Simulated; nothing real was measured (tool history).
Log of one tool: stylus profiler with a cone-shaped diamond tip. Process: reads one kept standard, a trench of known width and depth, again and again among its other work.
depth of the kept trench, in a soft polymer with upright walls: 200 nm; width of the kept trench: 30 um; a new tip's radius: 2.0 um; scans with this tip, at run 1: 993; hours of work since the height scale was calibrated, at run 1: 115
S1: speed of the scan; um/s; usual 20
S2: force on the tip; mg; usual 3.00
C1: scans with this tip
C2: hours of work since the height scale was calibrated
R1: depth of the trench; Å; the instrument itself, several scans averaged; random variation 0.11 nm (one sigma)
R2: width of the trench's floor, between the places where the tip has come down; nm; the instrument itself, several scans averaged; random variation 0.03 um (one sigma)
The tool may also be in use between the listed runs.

run 1 hour=0.0 | S1=20 S2=3.00 | C1=993 C2=115 | R1=2038.2 R2=28170
run 2 hour=10.0 | S1=20 S2=3.00 | C1=1030 C2=120 | R1=2035.6 R2=28140
run 3 hour=24.9 | S1=20 S2=3.00 | C1=1085 C2=126 | R1=2036.7 R2=28140
run 4 hour=41.6 | S1=20 S2=3.00 | C1=1147 C2=133 | R1=2038.5 R2=28090
run 5 hour=55.4 | S1=20 S2=3.00 | C1=1198 C2=139 | R1=2037.3 R2=28150
run 6 hour=74.3 | S1=20 S2=3.00 | C1=1268 C2=147 | R1=2037.7 R2=28160
run 7 hour=84.1 | S1=20 S2=3.00 | C1=1304 C2=152 | R1=2036.2 R2=28170
run 8 hour=105.9 | S1=11 S2=3.00 | C1=1384 C2=161 | R1=2036.1 R2=28190
run 9 hour=127.1 | S1=19 S2=3.00 | C1=1463 C2=170 | R1=2036.5 R2=28140
run 10 hour=145.5 | S1=66 S2=3.00 | C1=1531 C2=178 | R1=2037.0 R2=27970
run 11 hour=160.9 | S1=66 S2=3.00 | C1=1587 C2=185 | R1=2035.6 R2=27910
run 12 hour=178.9 | S1=66 S2=3.00 | C1=1654 C2=192 | R1=2035.6 R2=27940
run 13 hour=194.7 | S1=20 S2=3.00 | C1=1712 C2=199 | R1=2037.5 R2=28150
run 14 hour=213.5 | S1=20 S2=3.00 | C1=1782 C2=207 | R1=2037.1 R2=28130
run 15 hour=231.7 | S1=9 S2=3.00 | C1=1849 C2=215 | R1=2036.1 R2=28180
run 16 hour=244.1 | S1=9 S2=3.00 | C1=1895 C2=220 | R1=2036.8 R2=28190
run 17 hour=264.6 | S1=9 S2=3.00 | C1=1970 C2=229 | R1=2037.6 R2=28210
run 18 hour=279.2 | S1=20 S2=1.67 | C1=2024 C2=235 | R1=2023.5 R2=28090
run 19 hour=300.0 | S1=13 S2=3.00 | C1=2101 C2=244 | R1=2038.0 R2=28130
run 20 hour=323.2 | S1=13 S2=5.86 | C1=2187 C2=254 | R1=2058.1 R2=28190
run 21 hour=341.2 | S1=13 S2=5.86 | C1=2253 C2=262 | R1=2057.6 R2=28130
run 22 hour=359.9 | S1=11 S2=1.51 | C1=2322 C2=270 | R1=2022.8 R2=28110
run 23 hour=372.4 | S1=21 S2=1.15 | C1=2368 C2=275 | R1=2017.9 R2=28010
run 24 hour=391.9 | S1=11 S2=1.15 | C1=2440 C2=284 | R1=2019.3 R2=28140
-- hour=393.4 height scale calibrated on a step standard
run 25 hour=415.8 | S1=25 S2=3.00 | C1=2527 C2=10 | R1=2035.0 R2=28060
run 26 hour=435.9 | S1=25 S2=3.00 | C1=2601 C2=18 | R1=2033.9 R2=28110
run 27 hour=454.4 | S1=33 S2=5.61 | C1=2669 C2=26 | R1=2053.9 R2=28110
run 28 hour=465.3 | S1=51 S2=5.37 | C1=2709 C2=31 | R1=2052.3 R2=28030
-- hour=476.7 height scale calibrated on a step standard, once more
run 29 hour=482.4 | S1=5 S2=6.92 | C1=2770 C2=2 | R1=2067.1 R2=28120
run 30 hour=494.8 | S1=9 S2=1.78 | C1=2816 C2=8 | R1=2027.5 R2=28150
run 31 hour=513.0 | S1=9 S2=1.78 | C1=2883 C2=16 | R1=2028.0 R2=28120
run 32 hour=524.7 | S1=20 S2=2.17 | C1=2927 C2=21 | R1=2030.7 R2=28070
run 33 hour=547.6 | S1=66 S2=5.26 | C1=3011 C2=30 | R1=2055.2 R2=27920
run 34 hour=569.9 | S1=43 S2=8.16 | C1=3093 C2=40 | R1=2076.6 R2=28030
run 35 hour=591.4 | S1=61 S2=3.59 | C1=3173 C2=49 | R1=2044.2 R2=27880
run 36 hour=606.7 | S1=30 S2=2.15 | C1=3229 C2=56 | R1=2030.5 R2=28000
run 37 hour=626.8 | S1=6 S2=6.36 | C1=3304 C2=64 | R1=2063.5 R2=28140

The same runs without the tool's hidden state, with the same run-to-run variation:
The hidden state here: radius of the tip, um; height scale over the true one, %; drift of the gauge itself on depth_nm, %; drift of the gauge itself on floor_um, %.
run=1 R1=2039.9 R2=28180
run=2 R1=2037.4 R2=28160
run=3 R1=2038.6 R2=28160
run=4 R1=2040.4 R2=28110
run=5 R1=2039.3 R2=28170
run=6 R1=2039.7 R2=28180
run=7 R1=2038.3 R2=28200
run=8 R1=2038.3 R2=28220
run=9 R1=2038.8 R2=28180
run=10 R1=2039.4 R2=28010
run=11 R1=2038.1 R2=27950
run=12 R1=2038.2 R2=27980
run=13 R1=2040.1 R2=28190
run=14 R1=2039.8 R2=28180
run=15 R1=2038.8 R2=28230
run=16 R1=2039.6 R2=28240
run=17 R1=2040.5 R2=28270
run=18 R1=2026.5 R2=28150
run=19 R1=2041.1 R2=28190
run=20 R1=2061.3 R2=28250
run=21 R1=2060.9 R2=28200
run=22 R1=2026.1 R2=28180
run=23 R1=2021.3 R2=28090
run=24 R1=2022.7 R2=28220
run=25 R1=2040.4 R2=28140
run=26 R1=2039.4 R2=28190
run=27 R1=2059.6 R2=28200
run=28 R1=2058.0 R2=28120
run=29 R1=2067.1 R2=28210
run=30 R1=2027.6 R2=28240
run=31 R1=2028.1 R2=28220
run=32 R1=2030.9 R2=28170
run=33 R1=2055.5 R2=28020
run=34 R1=2076.9 R2=28140
run=35 R1=2044.7 R2=27990
run=36 R1=2031.0 R2=28120
run=37 R1=2064.1 R2=28250
